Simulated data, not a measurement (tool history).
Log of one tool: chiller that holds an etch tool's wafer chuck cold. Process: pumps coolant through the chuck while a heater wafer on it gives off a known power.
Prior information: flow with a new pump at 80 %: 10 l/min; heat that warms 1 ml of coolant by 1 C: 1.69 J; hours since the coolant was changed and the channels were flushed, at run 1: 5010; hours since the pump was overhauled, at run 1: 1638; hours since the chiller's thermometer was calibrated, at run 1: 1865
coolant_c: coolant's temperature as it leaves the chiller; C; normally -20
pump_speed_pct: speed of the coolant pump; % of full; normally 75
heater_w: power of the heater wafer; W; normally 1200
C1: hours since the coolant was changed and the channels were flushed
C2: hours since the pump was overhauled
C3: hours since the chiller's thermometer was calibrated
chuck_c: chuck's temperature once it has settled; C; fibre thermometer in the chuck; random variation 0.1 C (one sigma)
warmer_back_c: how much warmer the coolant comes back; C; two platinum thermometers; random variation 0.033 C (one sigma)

run 1 hour=0 | coolant_c=-20 pump_speed_pct=75 heater_w=1200 | C1=5010 C2=1638 C3=1865 | chuck_c=-6.8 warmer_back_c=4.69
run 2 hour=32.7 | coolant_c=-20 pump_speed_pct=75 heater_w=1200 | C1=5043 C2=1671 C3=1898 | chuck_c=-6.9 warmer_back_c=4.68
run 3 hour=51.2 | coolant_c=-20 pump_speed_pct=73 heater_w=1200 | C1=5061 C2=1689 C3=1917 | chuck_c=-6.5 warmer_back_c=4.83
run 4 hour=85.5 | coolant_c=-20 pump_speed_pct=73 heater_w=1200 | C1=5096 C2=1723 C3=1951 | chuck_c=-6.4 warmer_back_c=4.79
run 5 hour=113.6 | coolant_c=-20 pump_speed_pct=73 heater_w=1200 | C1=5124 C2=1751 C3=1979 | chuck_c=-6.5 warmer_back_c=4.81
run 6 hour=138.4 | coolant_c=-20 pump_speed_pct=73 heater_w=1200 | C1=5148 C2=1776 C3=2004 | chuck_c=-6.5 warmer_back_c=4.81
run 7 hour=174.4 | coolant_c=-20 pump_speed_pct=75 heater_w=1200 | C1=5184 C2=1812 C3=2040 | chuck_c=-6.8 warmer_back_c=4.66
run 8 hour=200.5 | coolant_c=-20 pump_speed_pct=75 heater_w=1200 | C1=5211 C2=1838 C3=2066 | chuck_c=-6.9 warmer_back_c=4.69
run 9 hour=217.7 | coolant_c=-20 pump_speed_pct=75 heater_w=1200 | C1=5228 C2=1856 C3=2083 | chuck_c=-6.9 warmer_back_c=4.7
run 10 hour=239.9 | coolant_c=-20 pump_speed_pct=75 heater_w=1200 | C1=5250 C2=1878 C3=2105 | chuck_c=-6.8 warmer_back_c=4.7
run 11 hour=276.5 | coolant_c=-20 pump_speed_pct=75 heater_w=1200 | C1=5287 C2=1914 C3=2142 | chuck_c=-6.7 warmer_back_c=4.68
run 12 hour=295.5 | coolant_c=-20 pump_speed_pct=75 heater_w=713 | C1=5306 C2=1933 C3=2161 | chuck_c=-12 warmer_back_c=2.78
run 13 hour=325.3 | coolant_c=-20 pump_speed_pct=92 heater_w=1200 | C1=5335 C2=1963 C3=2191 | chuck_c=-8.8 warmer_back_c=3.69
run 14 hour=355.3 | coolant_c=-20 pump_speed_pct=92 heater_w=1200 | C1=5365 C2=1993 C3=2221 | chuck_c=-8.9 warmer_back_c=3.73
run 15 hour=381.6 | coolant_c=-20 pump_speed_pct=92 heater_w=1200 | C1=5392 C2=2019 C3=2247 | chuck_c=-9 warmer_back_c=3.65
run 16 hour=418.2 | coolant_c=-20 pump_speed_pct=92 heater_w=1200 | C1=5428 C2=2056 C3=2284 | chuck_c=-8.8 warmer_back_c=3.73
run 17 hour=439.1 | coolant_c=-20 pump_speed_pct=75 heater_w=1200 | C1=5449 C2=2077 C3=2304 | chuck_c=-6.7 warmer_back_c=4.66
run 18 hour=456.3 | coolant_c=-20 pump_speed_pct=66 heater_w=735 | C1=5466 C2=2094 C3=2322 | chuck_c=-10.9 warmer_back_c=3.26
run 19 hour=491 | coolant_c=-20 pump_speed_pct=87 heater_w=780 | C1=5501 C2=2129 C3=2356 | chuck_c=-12.3 warmer_back_c=2.57
run 20 hour=526.2 | coolant_c=-22 pump_speed_pct=74 heater_w=1704 | C1=5536 C2=2164 C3=2392 | chuck_c=-3 warmer_back_c=6.74
run 21 hour=561.6 | coolant_c=-27 pump_speed_pct=81 heater_w=810 | C1=5572 C2=2199 C3=2427 | chuck_c=-18.6 warmer_back_c=2.92
run 22 hour=581.8 | coolant_c=-27 pump_speed_pct=78 heater_w=918 | C1=5592 C2=2220 C3=2447 | chuck_c=-17 warmer_back_c=3.44
run 23 hour=608.8 | coolant_c=-20 pump_speed_pct=75 heater_w=1040 | C1=5619 C2=2247 C3=2474 | chuck_c=-8.4 warmer_back_c=4.03
run 24 hour=634.5 | coolant_c=-20 pump_speed_pct=75 heater_w=1040 | C1=5645 C2=2272 C3=2500 | chuck_c=-8.5 warmer_back_c=4.09
run 25 hour=653.2 | coolant_c=-20 pump_speed_pct=75 heater_w=1040 | C1=5663 C2=2291 C3=2519 | chuck_c=-8.4 warmer_back_c=4.03

The next listed run, before its measurement:
run 26 hour=695.4 | coolant_c=-21 pump_speed_pct=97 heater_w=1214 | C1=5706 C2=2333 C3=2561 | chuck_c=? warmer_back_c=?

Run 26 produced chuck_c -10.3 C, warmer_back_c 3.57 C.
With the hidden condition absent and the run-to-run variation left alone, this run would have shown chuck_c -11.5 C, warmer_back_c 3.49 C.

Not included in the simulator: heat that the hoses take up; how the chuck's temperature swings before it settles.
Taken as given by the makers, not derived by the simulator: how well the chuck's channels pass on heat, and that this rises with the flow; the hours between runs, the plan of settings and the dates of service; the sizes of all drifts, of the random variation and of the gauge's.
